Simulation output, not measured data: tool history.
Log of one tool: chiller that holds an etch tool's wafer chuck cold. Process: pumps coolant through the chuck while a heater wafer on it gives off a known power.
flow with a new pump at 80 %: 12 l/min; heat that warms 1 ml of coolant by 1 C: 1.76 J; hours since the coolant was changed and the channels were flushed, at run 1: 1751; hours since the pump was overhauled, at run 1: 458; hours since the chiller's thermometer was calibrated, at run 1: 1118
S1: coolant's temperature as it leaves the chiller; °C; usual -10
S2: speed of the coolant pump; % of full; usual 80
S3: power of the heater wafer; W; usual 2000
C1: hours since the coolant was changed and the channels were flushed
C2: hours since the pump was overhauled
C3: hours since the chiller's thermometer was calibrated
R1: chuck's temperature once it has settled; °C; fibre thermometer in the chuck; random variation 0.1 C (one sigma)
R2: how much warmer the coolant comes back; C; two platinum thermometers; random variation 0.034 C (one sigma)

run 1 hour=0 | S1=-10 S2=80 S3=2000 | C1=1751 C2=458 C3=1118 | R1=3.2 R2=5.69
run 2 hour=35.4 | S1=-10 S2=80 S3=2000 | C1=1786 C2=493 C3=1153 | R1=3.3 R2=5.69
run 3 hour=114.7 | S1=-10 S2=80 S3=2000 | C1=1866 C2=572 C3=1232 | R1=3.1 R2=5.68
run 4 hour=178.4 | S1=-10 S2=80 S3=2000 | C1=1929 C2=636 C3=1296 | R1=3.3 R2=5.72
run 5 hour=235.1 | S1=-10 S2=80 S3=1024 | C1=1986 C2=693 C3=1353 | R1=-3.2 R2=2.83
run 6 hour=301.7 | S1=-16 S2=80 S3=2000 | C1=2053 C2=759 C3=1419 | R1=-2.9 R2=5.65
run 7 hour=359.4 | S1=-10 S2=72 S3=2000 | C1=2110 C2=817 C3=1477 | R1=4.5 R2=6.36
run 8 hour=436 | S1=-10 S2=72 S3=2000 | C1=2187 C2=894 C3=1554 | R1=4.7 R2=6.27
run 9 hour=470.1 | S1=-9 S2=72 S3=2000 | C1=2221 C2=928 C3=1588 | R1=5.6 R2=6.3
run 10 hour=539.3 | S1=-11 S2=80 S3=1506 | C1=2290 C2=997 C3=1657 | R1=-1.1 R2=4.21
run 11 hour=592.1 | S1=-10 S2=80 S3=1850 | C1=2343 C2=1050 C3=1710 | R1=2.1 R2=5.22
run 12 hour=636.5 | S1=-3 S2=88 S3=1424 | C1=2387 C2=1094 C3=1754 | R1=5.6 R2=3.51
run 13 hour=693.2 | S1=-10 S2=88 S3=2000 | C1=2444 C2=1151 C3=1811 | R1=2.2 R2=5
run 14 hour=736.9 | S1=-3 S2=80 S3=2590 | C1=2488 C2=1195 C3=1855 | R1=14.2 R2=7.14
run 15 hour=814.5 | S1=-6 S2=75 S3=1210 | C1=2565 C2=1272 C3=1932 | R1=2.4 R2=3.55

Forecast each of these 3 alternatives for the next run:
run A hour=859.8 | S1=-18 S2=90 S3=1260 | C1=2611 C2=1318 C3=1978 | R1=? R2=?
run B hour=859.8 | S1=-15 S2=80 S3=2000 | C1=2611 C2=1318 C3=1978 | R1=? R2=?
run C hour=859.8 | S1=-11 S2=80 S3=1939 | C1=2611 C2=1318 C3=1978 | R1=? R2=?

run=A R1=-10.4 R2=3.02
run=B R1=-1.8 R2=5.52
run=C R1=1.8 R2=5.38
Without the tool's hidden state the same runs would have given:
run=A R1=-10.4 R2=3.13
run=B R1=-1.9 R2=5.63
run=C R1=1.8 R2=5.49
